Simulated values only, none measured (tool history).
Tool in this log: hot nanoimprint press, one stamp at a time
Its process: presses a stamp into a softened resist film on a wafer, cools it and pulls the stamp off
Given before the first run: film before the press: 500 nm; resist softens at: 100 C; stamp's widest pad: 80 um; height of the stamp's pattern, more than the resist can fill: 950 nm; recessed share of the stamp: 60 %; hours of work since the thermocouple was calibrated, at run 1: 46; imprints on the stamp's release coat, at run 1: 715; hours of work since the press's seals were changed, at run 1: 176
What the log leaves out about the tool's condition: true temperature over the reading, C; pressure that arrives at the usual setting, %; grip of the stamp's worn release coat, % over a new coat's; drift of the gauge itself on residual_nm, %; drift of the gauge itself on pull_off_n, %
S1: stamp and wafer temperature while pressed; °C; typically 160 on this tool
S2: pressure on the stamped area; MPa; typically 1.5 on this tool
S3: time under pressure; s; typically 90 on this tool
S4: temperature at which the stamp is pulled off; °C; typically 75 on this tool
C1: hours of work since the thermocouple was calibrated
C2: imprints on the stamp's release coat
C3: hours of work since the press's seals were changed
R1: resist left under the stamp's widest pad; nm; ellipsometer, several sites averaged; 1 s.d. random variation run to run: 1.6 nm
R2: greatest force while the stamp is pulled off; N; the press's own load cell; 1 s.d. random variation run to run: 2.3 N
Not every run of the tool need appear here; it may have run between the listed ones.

Run 1, hour 0: usual settings; C1 46; C2 715; C3 176. Result: R1 249.5 nm, R2 125 N.
Run 2, hour 11: usual settings; C1 50; C2 737; C3 181. Result: R1 249.6 nm, R2 128 N.
Run 3, hour 23.2: usual settings; C1 56; C2 762; C3 186. Result: R1 250.5 nm, R2 124 N.
Run 4, hour 30.8: usual settings but S1 171 °C; C1 59; C2 777; C3 189. Result: R1 180.6 nm, R2 128 N.
Run 5, hour 37.2: usual settings but S1 171 °C; C1 62; C2 790; C3 192. Result: R1 174.9 nm, R2 134 N.
Run 6, hour 43.9: usual settings but S3 170 s; C1 65; C2 804; C3 195. Result: R1 195.7 nm, R2 123 N.
Run 7, hour 56: usual settings but S3 170 s; C1 70; C2 828; C3 200. Result: R1 198 nm, R2 131 N.
Run 8, hour 61.7: usual settings but S1 158 °C; C1 72; C2 840; C3 203. Result: R1 267.3 nm, R2 127 N.
Run 9, hour 68.3: usual settings but S1 168 °C, S2 1.29 MPa, S4 79 °C; C1 75; C2 853; C3 206. Result: R1 207.9 nm, R2 115 N.
At hour 72: plate thermocouple calibrated.
Run 10, hour 77.4: usual settings but S2 2.3 MPa, S4 78 °C; C1 2; C2 865; C3 208. Result: R1 204.8 nm, R2 122 N.
Run 11, hour 87.8: usual settings but S1 154 °C, S2 1.16 MPa, S3 77 s, S4 65 °C; C1 7; C2 887; C3 213. Result: R1 339.2 nm, R2 172 N.
Run 12, hour 98.8: usual settings but S1 154 °C, S2 1.87 MPa, S3 70 s, S4 76 °C; C1 12; C2 909; C3 217. Result: R1 292.7 nm, R2 130 N.
Run 13, hour 108.8: usual settings but S1 152 °C, S2 1.1 MPa; C1 16; C2 929; C3 222. Result: R1 349 nm, R2 133 N.
At hour 118.9: plate thermocouple calibrated, once more.
Run 14, hour 122.6: usual settings but S2 2.22 MPa, S3 65 s, S4 77 °C; C1 2; C2 951; C3 226. Result: R1 239.4 nm, R2 128 N.
Run 15, hour 132.1: usual settings but S4 79 °C; C1 6; C2 970; C3 231. Result: R1 249.7 nm, R2 123 N.
Run 16, hour 138: usual settings but S1 168 °C, S3 71 s, S4 72 °C; C1 8; C2 982; C3 233. Result: R1 217.2 nm, R2 149 N.

3 ways to go on from here, each from the tool as it stands after run 16. What would each give?
Run A, hour 148.1: usual settings but S1 163 °C, S3 102 s, S4 71 °C; C1 13; C2 1002; C3 237. Result: R1 ?, R2 ?.
Run B, hour 148.1: usual settings but S1 168 °C, S2 1.66 MPa, S3 62 s, S4 65 °C; C1 13; C2 1002; C3 237. Result: R1 ?, R2 ?.
Run C, hour 148.1: usual settings but S1 163 °C, S3 125 s, S4 60 °C; C1 13; C2 1002; C3 237. Result: R1 ?, R2 ?.

run     R1   R2
  A    223  150
  B  215.9  185
  C  203.6  197
Take away the tool's hidden state, keep each run's random variation, and the runs would have read:
run     R1   R2
  A  220.5  113
  B  213.5  139
  C  201.3  149
